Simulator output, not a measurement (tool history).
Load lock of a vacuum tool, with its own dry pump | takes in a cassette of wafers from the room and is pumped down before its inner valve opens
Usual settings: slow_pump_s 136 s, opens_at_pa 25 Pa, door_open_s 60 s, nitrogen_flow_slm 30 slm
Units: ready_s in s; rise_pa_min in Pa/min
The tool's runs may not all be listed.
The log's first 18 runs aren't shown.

run,hour,slow_pump_s,opens_at_pa,door_open_s,nitrogen_flow_slm,hours that the pump has run since its overhaul,times that the door has closed on its seal,"incoming humidity of the room's air, %",ready_s,rise_pa_min
19,1971.7,136,25,53,30,6368,18113,44.7,201.7,0.076
20,2111.9,226,27,79,7,6508,18720,43,275.2,0.097
21,2237.7,226,27,79,7,6634,19265,40.3,277.8,0.097
22,2361.9,254,20,60,30,6758,19802,42.6,304.5,0.081
23,2464.7,254,47,236,30,6861,20248,48.4,296.9,0.137
24,2617.8,180,47,236,41,7014,20910,44.1,232.3,0.129
25,2778.6,136,25,166,12,7174,21607,45.4,199.1,0.136
26,2849.6,136,36,62,30,7246,21914,45.4,196.6,0.091
27,3000.6,136,28,62,30,7396,22568,48.5,199.5,0.103
28,3093.6,136,28,62,30,7490,22971,41.4,200.3,0.091
29,3216.8,136,28,102,30,7613,23504,46.8,199.9,0.112
30,3293.5,136,29,38,30,7689,23836,42.2,202,0.091
31,3402.6,136,49,60,13,7798,24308,47.4,197.6,0.117
32,3530,136,19,67,30,7926,24860,44.6,204.6,0.111
33,3598.3,173,25,60,30,7994,25156,44.6,234.3,0.116
34,3744.3,167,25,60,30,8140,25788,46.8,228.6,0.113
35,3853.7,167,30,60,10,8250,26262,45.1,227.3,0.119
36,3975.9,167,30,60,10,8372,26791,42.9,224.9,0.123
37,4111.7,167,30,60,10,8508,27379,45.9,228.8,0.126

4 ways to go on from here, each from the tool as it stands after run 37. What would each give?
A,4268.8,207,25,60,15,8665,28059,50.6,?,?
B,4268.8,136,48,46,7,8665,28059,44.1,?,?
C,4268.8,137,24,60,30,8665,28059,46.2,?,?
D,4268.8,167,30,89,10,8665,28059,43.7,?,?

run,ready_s,rise_pa_min
A,261.5,0.131
B,195.9,0.124
C,206.4,0.121
D,227.2,0.14
Without the tool's hidden state the same runs would have given:
run,ready_s,rise_pa_min
A,249.3,0.037
B,183.1,0.031
C,191.8,0.029
D,214.2,0.046
